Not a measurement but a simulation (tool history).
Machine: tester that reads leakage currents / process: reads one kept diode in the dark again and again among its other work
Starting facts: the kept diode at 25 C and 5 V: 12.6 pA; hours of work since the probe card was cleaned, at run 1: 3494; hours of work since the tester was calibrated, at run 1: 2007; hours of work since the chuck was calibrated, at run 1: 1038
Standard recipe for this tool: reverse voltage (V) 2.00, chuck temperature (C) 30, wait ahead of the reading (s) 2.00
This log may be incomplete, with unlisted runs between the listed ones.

run    hour  reverse voltage (V)  chuck temperature (C)  wait ahead of the reading (s)  hours of work since the probe card was cleaned  hours of work since the tester was calibrated  hours of work since the chuck was calibrated  current that the tester gives (pA)
  1     0.0                 2.00                     30                           2.00                                            3494                                           2007                                          1038                               15.79
       11.8  -- chuck's temperature calibrated
  2    82.5                 2.00                     30                           2.00                                            3546                                           2059                                            45                               15.77
  3   209.7                 2.00                     42                           2.00                                            3627                                           2140                                           127                               45.67
  4   305.4                 2.00                     42                           2.00                                            3689                                           2202                                           189                               45.68
  5   432.1                 2.00                     28                           2.00                                            3770                                           2283                                           270                               13.19
  6   580.0                 2.00                     30                           0.46                                            3866                                           2379                                           366                               16.99
  7   687.4                 2.00                     30                           0.46                                            3935                                           2448                                           435                               17.11
      723.0  -- probe card cleaned and baked
  8   765.3                 2.00                     30                           0.46                                              27                                           2496                                           483                               17.05
  9   855.1                 2.00                     30                           2.00                                              85                                           2554                                           541                               15.82
 10   961.2                16.55                     30                           2.00                                             153                                           2622                                           609                               32.57
 11  1087.4                16.55                     30                           2.00                                             234                                           2703                                           690                               32.61
 12  1158.1                16.55                     30                           2.49                                             280                                           2748                                           735                               31.92
 13  1269.7                16.55                     30                           2.49                                             352                                           2820                                           807                               31.83
 14  1381.0                16.55                     23                           2.49                                             423                                           2892                                           879                               17.62
 15  1509.8                16.55                     23                           2.49                                             506                                           2975                                           962                               17.65
 16  1577.7                 3.10                     30                           2.00                                             550                                           3018                                          1005                               18.25
     1629.9  -- chuck's temperature calibrated
 17  1661.9                 2.00                     22                           2.00                                             603                                           3071                                            21                                7.51
 18  1768.4                 2.00                     30                           2.68                                             671                                           3140                                            89                               15.74
 19  1893.6                 2.00                     30                           2.68                                             752                                           3220                                           170                               15.67
 20  1978.1                 2.00                     30                           2.68                                             806                                           3275                                           224                               15.61
 21  2073.2                 2.00                     58                           3.22                                             867                                           3336                                           285                              169.55
 22  2145.9                 2.81                     58                           1.66                                             914                                           3383                                           332                              187.78
 23  2281.0                 2.81                     58                           1.66                                            1001                                           3470                                           419                              187.84
 24  2385.5                 3.67                     59                           0.73                                            1068                                           3537                                           486                              221.41
 25  2466.3                 8.05                     38                           0.31                                            1120                                           3589                                           538                               58.15
 26  2539.0                 4.17                     39                           0.70                                            1167                                           3635                                           585                               45.92
 27  2664.0                 4.17                     39                           0.70                                            1247                                           3716                                           665                               45.69
 28  2768.9                 4.17                     39                           0.70                                            1315                                           3783                                           733                               45.93
 29  2924.3                 1.12                     40                           0.70                                            1415                                           3883                                           833                               32.55
 30  3007.0                 9.33                     41                           3.69                                            1468                                           3937                                           886                               67.55
 31  3154.0                 9.33                     41                           3.69                                            1562                                           4031                                           980                               67.16
     3245.0  -- chuck's temperature calibrated
 32  3283.2                 9.33                     41                           3.69                                            1644                                           4113                                            25                               67.69
 33  3419.9                 1.08                     41                           0.54                                            1732                                           4201                                           112                               35.46
 34  3501.8                 2.00                     34                           0.99                                            1785                                           4254                                           165                               22.96
 35  3616.0                11.40                     21                           1.44                                            1858                                           4327                                           239                               14.07
 36  3713.0                10.42                     37                           0.93                                            1921                                           4389                                           301                               52.22

Estimate the outcome of run 37 from the log above:
 37  3792.2                10.42                     37                           0.93                                            1972                                           4440                                           352                                   ?

{"run 37": {"current that the tester gives (pA)": 52.38}}
If the tool had no hidden condition, the same run with the same run-to-run variation would have returned current that the tester gives (pA) 52.37.

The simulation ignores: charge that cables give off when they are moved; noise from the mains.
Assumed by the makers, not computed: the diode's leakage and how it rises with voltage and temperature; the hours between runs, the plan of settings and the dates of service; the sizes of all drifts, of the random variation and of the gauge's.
